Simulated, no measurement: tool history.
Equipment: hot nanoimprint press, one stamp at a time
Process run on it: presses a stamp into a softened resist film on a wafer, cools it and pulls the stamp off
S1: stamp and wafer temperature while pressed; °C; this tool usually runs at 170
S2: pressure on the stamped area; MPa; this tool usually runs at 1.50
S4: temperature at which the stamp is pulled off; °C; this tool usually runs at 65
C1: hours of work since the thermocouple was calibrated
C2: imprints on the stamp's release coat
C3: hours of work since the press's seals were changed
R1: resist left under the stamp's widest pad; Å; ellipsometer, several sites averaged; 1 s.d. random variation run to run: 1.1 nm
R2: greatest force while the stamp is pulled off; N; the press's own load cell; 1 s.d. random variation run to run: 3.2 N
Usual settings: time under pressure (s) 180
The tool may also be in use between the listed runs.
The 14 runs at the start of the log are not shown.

{"hour": 422.0, "done": "press's hydraulic seals changed and the load cell set to zero"}
{"run": 15, "hour": 422.0, "S1": 170, "S2": 1.81, "time under pressure (s)": 180, "S4": 53, "C1": 296, "C2": 546, "C3": 0, "R1": 1499, "R2": 235}
{"run": 16, "hour": 453.0, "S1": 170, "S2": 1.81, "time under pressure (s)": 221, "S4": 67, "C1": 319, "C2": 678, "C3": 23, "R1": 1380, "R2": 178}
{"run": 17, "hour": 480.4, "S1": 179, "S2": 1.37, "time under pressure (s)": 180, "S4": 63, "C1": 339, "C2": 795, "C3": 42, "R1": 1146, "R2": 196}
{"hour": 487.1, "done": "plate thermocouple calibrated"}
{"run": 18, "hour": 511.3, "S1": 172, "S2": 1.23, "time under pressure (s)": 328, "S4": 59, "C1": 18, "C2": 914, "C3": 63, "R1": 1241, "R2": 212}
{"run": 19, "hour": 554.3, "S1": 169, "S2": 1.1, "time under pressure (s)": 328, "S4": 59, "C1": 49, "C2": 1097, "C3": 94, "R1": 1479, "R2": 209}
{"run": 20, "hour": 599.0, "S1": 169, "S2": 1.1, "time under pressure (s)": 328, "S4": 59, "C1": 81, "C2": 1288, "C3": 126, "R1": 1462, "R2": 211}
{"hour": 629.0, "done": "stamp cleaned and given a new release coat"}
{"hour": 635.3, "done": "plate thermocouple calibrated, once more"}
{"run": 21, "hour": 643.8, "S1": 179, "S2": 1.1, "time under pressure (s)": 328, "S4": 59, "C1": 6, "C2": 50, "C3": 152, "R1": 1076, "R2": 206}
{"run": 22, "hour": 662.2, "S1": 179, "S2": 1.1, "time under pressure (s)": 328, "S4": 59, "C1": 20, "C2": 129, "C3": 166, "R1": 1062, "R2": 206}
{"run": 23, "hour": 689.3, "S1": 170, "S2": 1.21, "time under pressure (s)": 180, "S4": 54, "C1": 39, "C2": 244, "C3": 185, "R1": 1853, "R2": 236}
{"run": 24, "hour": 731.1, "S1": 170, "S2": 1.5, "time under pressure (s)": 318, "S4": 65, "C1": 70, "C2": 423, "C3": 216, "R1": 1383, "R2": 182}
{"run": 25, "hour": 770.3, "S1": 170, "S2": 1.5, "time under pressure (s)": 214, "S4": 51, "C1": 98, "C2": 590, "C3": 244, "R1": 1606, "R2": 246}
{"run": 26, "hour": 802.0, "S1": 170, "S2": 1.07, "time under pressure (s)": 180, "S4": 51, "C1": 121, "C2": 725, "C3": 267, "R1": 1899, "R2": 247}
{"run": 27, "hour": 821.3, "S1": 170, "S2": 2.22, "time under pressure (s)": 180, "S4": 65, "C1": 135, "C2": 807, "C3": 281, "R1": 1420, "R2": 195}
{"run": 28, "hour": 846.6, "S1": 170, "S2": 2.22, "time under pressure (s)": 180, "S4": 65, "C1": 154, "C2": 915, "C3": 300, "R1": 1414, "R2": 191}
{"run": 29, "hour": 891.3, "S1": 170, "S2": 1.23, "time under pressure (s)": 180, "S4": 59, "C1": 186, "C2": 1106, "C3": 332, "R1": 1796, "R2": 218}
{"run": 30, "hour": 931.6, "S1": 160, "S2": 1.99, "time under pressure (s)": 102, "S4": 68, "C1": 215, "C2": 1277, "C3": 362, "R1": 2438, "R2": 186}

Here are 4 independent what-if runs from the current tool condition. What would each one return?
{"hour": 964.4, "done": "stamp cleaned and given a new release coat"}
{"run": "A", "hour": 964.4, "S1": 175, "S2": 1.01, "time under pressure (s)": 321, "S4": 65, "C1": 235, "C2": 0, "C3": 381, "R1": "?", "R2": "?"}
{"hour": 964.4, "done": "stamp cleaned and given a new release coat"}
{"run": "B", "hour": 964.4, "S1": 170, "S2": 1.5, "time under pressure (s)": 315, "S4": 61, "C1": 235, "C2": 0, "C3": 381, "R1": "?", "R2": "?"}
{"hour": 964.4, "done": "stamp cleaned and given a new release coat"}
{"run": "C", "hour": 964.4, "S1": 170, "S2": 1.09, "time under pressure (s)": 180, "S4": 65, "C1": 235, "C2": 0, "C3": 381, "R1": "?", "R2": "?"}
{"hour": 964.4, "done": "stamp cleaned and given a new release coat"}
{"run": "D", "hour": 964.4, "S1": 170, "S2": 2.32, "time under pressure (s)": 134, "S4": 65, "C1": 235, "C2": 0, "C3": 381, "R1": "?", "R2": "?"}

run=A R1=1296 R2=179
run=B R1=1346 R2=193
run=C R1=1862 R2=172
run=D R1=1541 R2=174
The same runs, with their run-to-run variation unchanged, on a tool lacking any hidden condition would have given:
run=A R1=1357 R2=183
run=B R1=1411 R2=197
run=C R1=1934 R2=176
run=D R1=1606 R2=178
